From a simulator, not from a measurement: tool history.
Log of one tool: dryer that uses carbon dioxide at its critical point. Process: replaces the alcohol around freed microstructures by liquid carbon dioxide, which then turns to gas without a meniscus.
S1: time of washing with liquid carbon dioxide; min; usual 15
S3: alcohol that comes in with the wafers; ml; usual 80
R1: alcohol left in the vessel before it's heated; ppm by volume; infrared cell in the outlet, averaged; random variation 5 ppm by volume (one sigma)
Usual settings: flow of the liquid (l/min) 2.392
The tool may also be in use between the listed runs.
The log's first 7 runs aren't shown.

{"run": 8, "hour": 89.5, "S1": 15, "flow of the liquid (l/min)": 2.392, "S3": 82, "R1": 77}
{"run": 9, "hour": 106.8, "S1": 15, "flow of the liquid (l/min)": 2.392, "S3": 80, "R1": 67}
{"run": 10, "hour": 119.7, "S1": 10, "flow of the liquid (l/min)": 2.392, "S3": 80, "R1": 258}
{"run": 11, "hour": 129.0, "S1": 15, "flow of the liquid (l/min)": 2.74, "S3": 80, "R1": 58}
{"run": 12, "hour": 141.8, "S1": 15, "flow of the liquid (l/min)": 2.74, "S3": 80, "R1": 58}
{"run": 13, "hour": 154.9, "S1": 15, "flow of the liquid (l/min)": 2.392, "S3": 80, "R1": 77}
{"run": 14, "hour": 169.3, "S1": 15, "flow of the liquid (l/min)": 2.392, "S3": 80, "R1": 77}
{"run": 15, "hour": 182.9, "S1": 15, "flow of the liquid (l/min)": 2.392, "S3": 80, "R1": 79}
{"run": 16, "hour": 192.1, "S1": 15, "flow of the liquid (l/min)": 2.392, "S3": 80, "R1": 79}
{"run": 17, "hour": 205.6, "S1": 15, "flow of the liquid (l/min)": 2.392, "S3": 80, "R1": 98}
{"run": 18, "hour": 216.6, "S1": 15, "flow of the liquid (l/min)": 2.392, "S3": 80, "R1": 87}
{"run": 19, "hour": 225.5, "S1": 15, "flow of the liquid (l/min)": 2.392, "S3": 80, "R1": 92}
{"hour": 236.7, "done": "inlet filter changed"}
{"run": 20, "hour": 243.9, "S1": 15, "flow of the liquid (l/min)": 2.392, "S3": 80, "R1": 73}
{"run": 21, "hour": 254.7, "S1": 14, "flow of the liquid (l/min)": 2.392, "S3": 80, "R1": 90}
{"run": 22, "hour": 269.3, "S1": 14, "flow of the liquid (l/min)": 2.392, "S3": 80, "R1": 89}
{"run": 23, "hour": 282.9, "S1": 14, "flow of the liquid (l/min)": 2.392, "S3": 80, "R1": 93}
{"run": 24, "hour": 292.9, "S1": 14, "flow of the liquid (l/min)": 3.86, "S3": 80, "R1": 67}
{"run": 25, "hour": 310.5, "S1": 17, "flow of the liquid (l/min)": 2.95, "S3": 111, "R1": 75}
{"run": 26, "hour": 317.9, "S1": 17, "flow of the liquid (l/min)": 2.67, "S3": 36, "R1": 86}
{"run": 27, "hour": 329.3, "S1": 17, "flow of the liquid (l/min)": 2.67, "S3": 36, "R1": 74}
{"run": 28, "hour": 341.9, "S1": 17, "flow of the liquid (l/min)": 2.67, "S3": 36, "R1": 77}
{"run": 29, "hour": 356.4, "S1": 13, "flow of the liquid (l/min)": 2.67, "S3": 31, "R1": 85}
{"run": 30, "hour": 365.6, "S1": 13, "flow of the liquid (l/min)": 2.89, "S3": 41, "R1": 82}

Forecast run 31:
{"run": 31, "hour": 377.6, "S1": 16, "flow of the liquid (l/min)": 1.83, "S3": 41, "R1": "?"}

{"run 31": {"R1": 115}}
Without the tool's hidden state the same run would have given R1 33 ppm by volume.

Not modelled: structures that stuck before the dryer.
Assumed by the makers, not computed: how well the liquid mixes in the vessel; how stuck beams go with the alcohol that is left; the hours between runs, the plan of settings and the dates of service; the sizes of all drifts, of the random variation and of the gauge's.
